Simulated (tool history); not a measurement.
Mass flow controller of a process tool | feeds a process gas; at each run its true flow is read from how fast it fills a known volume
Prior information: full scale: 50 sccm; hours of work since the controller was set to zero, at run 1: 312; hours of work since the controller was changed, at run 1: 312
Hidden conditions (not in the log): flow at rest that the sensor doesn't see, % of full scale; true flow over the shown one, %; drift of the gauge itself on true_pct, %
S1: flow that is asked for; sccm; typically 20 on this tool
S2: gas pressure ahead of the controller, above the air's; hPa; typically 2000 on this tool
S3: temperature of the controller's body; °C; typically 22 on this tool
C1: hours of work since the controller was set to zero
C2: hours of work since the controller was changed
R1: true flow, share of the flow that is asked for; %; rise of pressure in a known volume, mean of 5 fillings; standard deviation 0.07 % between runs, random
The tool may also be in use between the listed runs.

run	hour	S1	S2	S3	C1	C2	R1
1	0.0	20	2000	22	312	312	97.94
2	43.8	20	2000	22	330	330	98.01
3	94.7	20	2000	22	352	352	98.06
4	151.8	20	2000	22	376	376	98.00
5	189.7	20	2000	22	393	393	97.94
6	272.8	19	2000	22	428	428	97.86
7	313.9	19	2000	22	446	446	97.99
8	374.5	20	2000	22	471	471	98.00
9	453.3	20	2000	22	505	505	97.83
10	524.6	20	2000	37	536	536	97.12
11	599.5	20	2000	37	568	568	97.08
12	633.7	20	2000	22	582	582	97.91
13	670.5	20	2000	22	598	598	97.83
14	724.3	20	2000	26	621	621	97.66
15	765.5	20	2000	33	638	638	97.35
16	808.9	20	2000	30	657	657	97.28
17	862.9	8	1880	30	680	680	96.21
18	928.6	17	2250	25	708	708	97.63
19	968.9	17	2140	24	725	725	97.62
20	1038.7	17	2190	26	755	755	97.36
21	1105.0	17	2190	26	783	783	97.59
22	1153.3	9	2000	25	804	804	96.59
23	1215.2	36	1910	22	830	830	99.01
24	1282.5	36	1910	30	859	859	98.52
25	1345.2	20	2700	31	886	886	97.74
26	1408.1	46	2710	25	913	913	100.00
27	1442.7	46	2710	25	927	927	99.93
28	1481.6	46	2710	25	944	944	99.93

Here are 3 independent what-if runs from the current tool condition. What would each one return?
A	1539.6	46	1860	25	969	969	?
B	1539.6	10	2000	32	969	969	?
C	1539.6	5	2000	29	969	969	?

run	R1
A	99.48
B	96.13
C	95.47
The same runs, with their run-to-run variation unchanged, on a tool lacking any hidden condition would have given:
run	R1
A	99.67
B	96.78
C	96.71
